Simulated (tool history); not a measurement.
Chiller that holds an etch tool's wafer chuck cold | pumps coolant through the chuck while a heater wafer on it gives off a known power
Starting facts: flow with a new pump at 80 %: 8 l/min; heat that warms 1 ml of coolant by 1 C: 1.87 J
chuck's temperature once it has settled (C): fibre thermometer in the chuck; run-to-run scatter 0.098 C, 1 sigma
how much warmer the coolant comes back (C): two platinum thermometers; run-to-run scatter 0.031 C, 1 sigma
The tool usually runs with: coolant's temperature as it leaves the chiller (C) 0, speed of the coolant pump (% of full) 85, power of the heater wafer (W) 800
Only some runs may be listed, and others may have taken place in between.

run,hour,coolant's temperature as it leaves the chiller (C),speed of the coolant pump (% of full),power of the heater wafer (W),chuck's temperature once it has settled (C),how much warmer the coolant comes back (C)
1,0.0,0,85,800,6.50,3.01
2,24.9,0,85,800,6.43,3.05
3,50.3,-4,85,800,2.60,3.04
4,67.2,-4,85,800,2.71,3.05
5,84.9,0,100,800,5.75,2.63
6,103.8,0,70,800,7.88,3.77
7,128.2,0,70,800,8.01,3.78
8,153.1,0,70,800,7.98,3.77
9,175.4,0,70,800,8.01,3.70
10,206.1,0,70,800,7.91,3.72
11,230.3,0,85,498,3.88,1.90
12,244.2,0,85,498,4.06,1.97
13,266.4,5,85,498,8.96,1.93
14,281.7,5,85,498,9.02,1.95
15,303.4,-3,85,800,3.42,3.04
16,317.8,0,85,800,6.51,3.09
17,334.2,3,79,945,11.39,3.88
18,355.3,0,91,751,5.96,2.63
19,372.2,10,79,422,13.73,1.80
20,390.9,10,79,422,13.61,1.72
21,411.2,10,79,432,13.81,1.71
22,438.6,10,79,432,13.91,1.83
23,456.1,10,79,432,13.55,1.84
24,482.6,10,79,432,13.65,1.79
25,503.0,10,79,432,13.90,1.79
26,520.4,3,65,708,10.76,3.62
27,546.9,4,65,444,8.78,2.24
28,576.2,4,93,766,9.76,2.75
29,606.9,0,87,577,4.70,2.16
30,631.4,0,87,577,4.81,2.17
31,652.1,0,95,800,5.94,2.78
32,681.2,7,85,800,13.76,3.05

Each row is a separate what-if for the run after 32, all from the same tool condition, not one after another. Results?
A,699.1,0,61,800,?,?
B,699.1,-6,85,800,?,?
C,699.1,6,75,800,?,?

run,chuck's temperature once it has settled (C),how much warmer the coolant comes back (C)
A,9.18,4.34
B,0.51,3.04
C,13.44,3.54
With no hidden state in the tool, these same runs would have given:
run,chuck's temperature once it has settled (C),how much warmer the coolant comes back (C)
A,8.59,4.24
B,0.14,2.97
C,12.99,3.46
